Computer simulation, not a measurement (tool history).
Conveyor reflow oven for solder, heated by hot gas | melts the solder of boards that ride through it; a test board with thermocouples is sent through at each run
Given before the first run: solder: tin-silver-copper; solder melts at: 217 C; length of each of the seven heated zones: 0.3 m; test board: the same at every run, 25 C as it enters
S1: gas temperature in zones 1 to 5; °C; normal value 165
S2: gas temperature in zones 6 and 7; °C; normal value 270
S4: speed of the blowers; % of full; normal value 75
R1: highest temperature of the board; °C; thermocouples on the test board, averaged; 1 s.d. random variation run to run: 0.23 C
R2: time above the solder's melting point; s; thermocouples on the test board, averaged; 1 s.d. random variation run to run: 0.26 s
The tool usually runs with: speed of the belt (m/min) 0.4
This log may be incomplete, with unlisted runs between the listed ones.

run 1 day=0 | S1=165 S2=270 speed_of_the_belt_(m/min)=0.4 S4=75 | R1=257.6 R2=69.6
run 2 day=1.662 | S1=165 S2=279 speed_of_the_belt_(m/min)=0.4 S4=75 | R1=266.1 R2=74.9
run 3 day=3.525 | S1=165 S2=270 speed_of_the_belt_(m/min)=0.4 S4=71 | R1=257 R2=69.2
run 4 day=5.246 | S1=165 S2=270 speed_of_the_belt_(m/min)=0.4 S4=75 | R1=257.4 R2=69.7
run 5 day=6.321 | S1=165 S2=270 speed_of_the_belt_(m/min)=0.4 S4=75 | R1=257.6 R2=70
-- day=8.275 thermocouples of zones 6 and 7 changed
run 6 day=8.275 | S1=165 S2=270 speed_of_the_belt_(m/min)=0.4 S4=75 | R1=257.3 R2=69.7
run 7 day=9.921 | S1=165 S2=270 speed_of_the_belt_(m/min)=0.4 S4=75 | R1=257.2 R2=69.5
run 8 day=12.067 | S1=165 S2=270 speed_of_the_belt_(m/min)=0.4 S4=75 | R1=257.6 R2=69.7
run 9 day=13.438 | S1=157 S2=270 speed_of_the_belt_(m/min)=0.4 S4=75 | R1=256.8 R2=65.8
-- day=15.488 flux residue cleaned out of gas plates and filters
run 10 day=15.788 | S1=165 S2=270 speed_of_the_belt_(m/min)=0.4 S4=75 | R1=257.5 R2=69.9
run 11 day=17.346 | S1=165 S2=270 speed_of_the_belt_(m/min)=0.4 S4=75 | R1=258.1 R2=69.5
run 12 day=19.783 | S1=165 S2=273 speed_of_the_belt_(m/min)=0.4 S4=75 | R1=260.6 R2=71.6
run 13 day=21.488 | S1=165 S2=270 speed_of_the_belt_(m/min)=0.4 S4=75 | R1=257.7 R2=69.5
run 14 day=22.742 | S1=165 S2=270 speed_of_the_belt_(m/min)=0.476 S4=75 | R1=252.1 R2=53.4
run 15 day=25.325 | S1=165 S2=270 speed_of_the_belt_(m/min)=0.476 S4=75 | R1=252.2 R2=53.2
run 16 day=27.767 | S1=165 S2=270 speed_of_the_belt_(m/min)=0.476 S4=75 | R1=251.3 R2=53.1
run 17 day=28.958 | S1=158 S2=266 speed_of_the_belt_(m/min)=0.337 S4=65 | R1=255.7 R2=79.5
run 18 day=30.121 | S1=160 S2=280 speed_of_the_belt_(m/min)=0.359 S4=62 | R1=266.6 R2=82.7
run 19 day=32.521 | S1=160 S2=280 speed_of_the_belt_(m/min)=0.359 S4=62 | R1=266.4 R2=82.8
run 20 day=34.067 | S1=167 S2=270 speed_of_the_belt_(m/min)=0.4 S4=90 | R1=260.1 R2=73.1
-- day=34.75 flux residue cleaned out of gas plates and filters
run 21 day=35.971 | S1=167 S2=265 speed_of_the_belt_(m/min)=0.4 S4=68 | R1=251.8 R2=65.1
run 22 day=37.288 | S1=165 S2=263 speed_of_the_belt_(m/min)=0.361 S4=50 | R1=248 R2=66.9
run 23 day=39.888 | S1=156 S2=263 speed_of_the_belt_(m/min)=0.361 S4=50 | R1=246.4 R2=62.1
run 24 day=41.992 | S1=165 S2=265 speed_of_the_belt_(m/min)=0.322 S4=59 | R1=255.3 R2=85.3
run 25 day=43.204 | S1=174 S2=273 speed_of_the_belt_(m/min)=0.4 S4=75 | R1=261.7 R2=74.9
run 26 day=45.104 | S1=165 S2=270 speed_of_the_belt_(m/min)=0.367 S4=65 | R1=257.6 R2=75.9
run 27 day=47.3 | S1=162 S2=270 speed_of_the_belt_(m/min)=0.367 S4=80 | R1=260.2 R2=78.3
run 28 day=48.754 | S1=175 S2=262 speed_of_the_belt_(m/min)=0.39 S4=71 | R1=251.5 R2=71
run 29 day=50.046 | S1=165 S2=270 speed_of_the_belt_(m/min)=0.455 S4=53 | R1=246.4 R2=49.6
run 30 day=51.983 | S1=165 S2=283 speed_of_the_belt_(m/min)=0.4 S4=77 | R1=270.4 R2=77
run 31 day=53.162 | S1=156 S2=263 speed_of_the_belt_(m/min)=0.361 S4=60 | R1=249.4 R2=66.4

Each row is a separate what-if for the run after 31, all from the same tool condition, not one after another. Results?
-- day=54.071 flux residue cleaned out of gas plates and filters
run A day=54.475 | S1=165 S2=258 speed_of_the_belt_(m/min)=0.4 S4=75 | R1=? R2=?
-- day=54.071 flux residue cleaned out of gas plates and filters
run B day=54.475 | S1=174 S2=281 speed_of_the_belt_(m/min)=0.361 S4=57 | R1=? R2=?
-- day=54.071 flux residue cleaned out of gas plates and filters
run C day=54.475 | S1=151 S2=263 speed_of_the_belt_(m/min)=0.357 S4=60 | R1=? R2=?

run=A R1=246.8 R2=60.7
run=B R1=267.9 R2=87.7
run=C R1=249.3 R2=65.4
With no hidden state in the tool, these same runs would have given:
run=A R1=246.7 R2=60.5
run=B R1=267.8 R2=87.5
run=C R1=249.2 R2=65.2
